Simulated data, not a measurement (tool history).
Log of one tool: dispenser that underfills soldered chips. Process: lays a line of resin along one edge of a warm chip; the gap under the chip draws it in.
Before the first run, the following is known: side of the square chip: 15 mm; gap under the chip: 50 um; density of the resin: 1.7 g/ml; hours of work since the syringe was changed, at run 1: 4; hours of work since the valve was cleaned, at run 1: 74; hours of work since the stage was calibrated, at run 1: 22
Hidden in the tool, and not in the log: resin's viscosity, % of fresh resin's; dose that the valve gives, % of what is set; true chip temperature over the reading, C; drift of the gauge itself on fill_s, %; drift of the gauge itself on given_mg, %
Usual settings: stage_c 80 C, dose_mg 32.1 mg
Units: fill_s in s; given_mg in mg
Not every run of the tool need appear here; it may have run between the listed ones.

| run | hour | stage_c | dose_mg | hours of work since the syringe was changed | hours of work since the valve was cleaned | hours of work since the stage was calibrated | fill_s | given_mg |
|---|---|---|---|---|---|---|---|---|
| 1 | 0 | 80 | 32.1 | 4 | 74 | 22 | 107.2 | 29.81 |
| 2 | 4.8 | 80 | 32.1 | 7 | 77 | 25 | 115.8 | 29.83 |
|  | 5.5 | new syringe of resin |
| 3 | 8.2 | 80 | 32.1 | 2 | 79 | 27 | 97.3 | 29.83 |
|  | 12.8 | dispensing valve cleaned and set on the balance |
| 4 | 15 | 80 | 32.1 | 5 | 1 | 30 | 106.3 | 31.96 |
|  | 18.5 | new syringe of resin |
| 5 | 20.6 | 80 | 32.1 | 1 | 5 | 34 | 95.9 | 32.04 |
| 6 | 25.1 | 71 | 27.9 | 4 | 7 | 37 | 155.4 | 27.76 |
| 7 | 29.7 | 90 | 39.2 | 7 | 10 | 39 | 76 | 38.71 |
|  | 30.6 | new syringe of resin |
| 8 | 36.4 | 73 | 32.4 | 4 | 14 | 43 | 142 | 31.94 |
| 9 | 41.9 | 90 | 32.1 | 7 | 18 | 47 | 79.6 | 31.66 |
|  | 42.5 | new syringe of resin |
| 10 | 47 | 90 | 32.1 | 3 | 21 | 50 | 69.3 | 31.41 |

Hidden condition of the tool, last listed run before each entry between runs versus first listed run after:
Logged between run 2 and run 3: new syringe of resin (hour 5.5)
  resin's viscosity, % of fresh resin's: 126.4 -> 104; dose that the valve gives, % of what is set: 92.68 -> 92.51
  difference, measured minus the result without the unlogged condition, fill_s: +25.4 -> +5 s; given_mg: -2.36 -> -2.41 mg
Logged between run 3 and run 4: dispensing valve cleaned and set on the balance (hour 12.8)
  resin's viscosity, % of fresh resin's: 104 -> 116.6; dose that the valve gives, % of what is set: 92.51 -> 99.9; true chip temperature over the reading, C: -0.1 -> -0.12
  difference, measured minus the result without the unlogged condition, fill_s: +5 -> +15.5 s; given_mg: -2.41 -> -0.03 mg
Logged between run 4 and run 5: new syringe of resin (hour 18.5)
  resin's viscosity, % of fresh resin's: 116.6 -> 103.9; dose that the valve gives, % of what is set: 99.9 -> 99.59; true chip temperature over the reading, C: -0.12 -> -0.13
  difference, measured minus the result without the unlogged condition, fill_s: +15.5 -> +4.2 s; given_mg: -0.03 -> -0.13 mg
Logged between run 7 and run 8: new syringe of resin (hour 30.6)
  resin's viscosity, % of fresh resin's: 124.4 -> 114.4; dose that the valve gives, % of what is set: 99.06 -> 98.67; true chip temperature over the reading, C: -0.15 -> -0.17
  difference, measured minus the result without the unlogged condition, fill_s: +15.4 -> +18.9 s; given_mg: -0.37 -> -0.43 mg
Logged between run 9 and run 10: new syringe of resin (hour 42.5)
  resin's viscosity, % of fresh resin's: 127.6 -> 108.4; dose that the valve gives, % of what is set: 98.34 -> 98.09; true chip temperature over the reading, C: -0.18 -> -0.19
  difference, measured minus the result without the unlogged condition, fill_s: +17.8 -> +5.9 s; given_mg: -0.53 -> -0.61 mg
